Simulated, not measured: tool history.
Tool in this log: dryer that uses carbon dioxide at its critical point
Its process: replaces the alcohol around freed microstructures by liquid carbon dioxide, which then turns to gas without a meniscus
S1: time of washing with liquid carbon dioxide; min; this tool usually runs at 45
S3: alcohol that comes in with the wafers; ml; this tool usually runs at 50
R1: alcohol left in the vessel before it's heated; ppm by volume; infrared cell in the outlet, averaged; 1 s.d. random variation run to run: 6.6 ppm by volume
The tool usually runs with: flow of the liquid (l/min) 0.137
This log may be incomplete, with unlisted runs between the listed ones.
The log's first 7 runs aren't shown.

run 8 hour=352.1 | S1=45 flow_of_the_liquid_(l/min)=0.137 S3=66 | R1=490
run 9 hour=421.4 | S1=45 flow_of_the_liquid_(l/min)=0.137 S3=66 | R1=555
run 10 hour=471.8 | S1=45 flow_of_the_liquid_(l/min)=0.137 S3=66 | R1=610
run 11 hour=543.8 | S1=45 flow_of_the_liquid_(l/min)=0.137 S3=66 | R1=676
run 12 hour=591.3 | S1=45 flow_of_the_liquid_(l/min)=0.137 S3=66 | R1=720
run 13 hour=655 | S1=45 flow_of_the_liquid_(l/min)=0.137 S3=66 | R1=809
-- hour=671.3 inlet filter changed
run 14 hour=728.4 | S1=45 flow_of_the_liquid_(l/min)=0.137 S3=66 | R1=431
run 15 hour=779.3 | S1=45 flow_of_the_liquid_(l/min)=0.137 S3=66 | R1=469
run 16 hour=842.4 | S1=45 flow_of_the_liquid_(l/min)=0.137 S3=50 | R1=380
run 17 hour=895.5 | S1=45 flow_of_the_liquid_(l/min)=0.162 S3=50 | R1=196
run 18 hour=967.6 | S1=45 flow_of_the_liquid_(l/min)=0.162 S3=34 | R1=156
run 19 hour=1019.6 | S1=39 flow_of_the_liquid_(l/min)=0.162 S3=34 | R1=336
run 20 hour=1065.3 | S1=39 flow_of_the_liquid_(l/min)=0.162 S3=34 | R1=359
run 21 hour=1111.8 | S1=45 flow_of_the_liquid_(l/min)=0.128 S3=50 | R1=798
-- hour=1140.7 inlet filter changed
run 22 hour=1175.4 | S1=45 flow_of_the_liquid_(l/min)=0.128 S3=114 | R1=970
run 23 hour=1211.2 | S1=45 flow_of_the_liquid_(l/min)=0.137 S3=50 | R1=351
run 24 hour=1272.3 | S1=45 flow_of_the_liquid_(l/min)=0.137 S3=21 | R1=177

For run 25, what comes out?
run 25 hour=1312.7 | S1=45 flow_of_the_liquid_(l/min)=0.137 S3=22 | R1=?

{"run 25": {"R1": 195}}
With no hidden state in the tool, this same run would have given R1 127 ppm by volume.
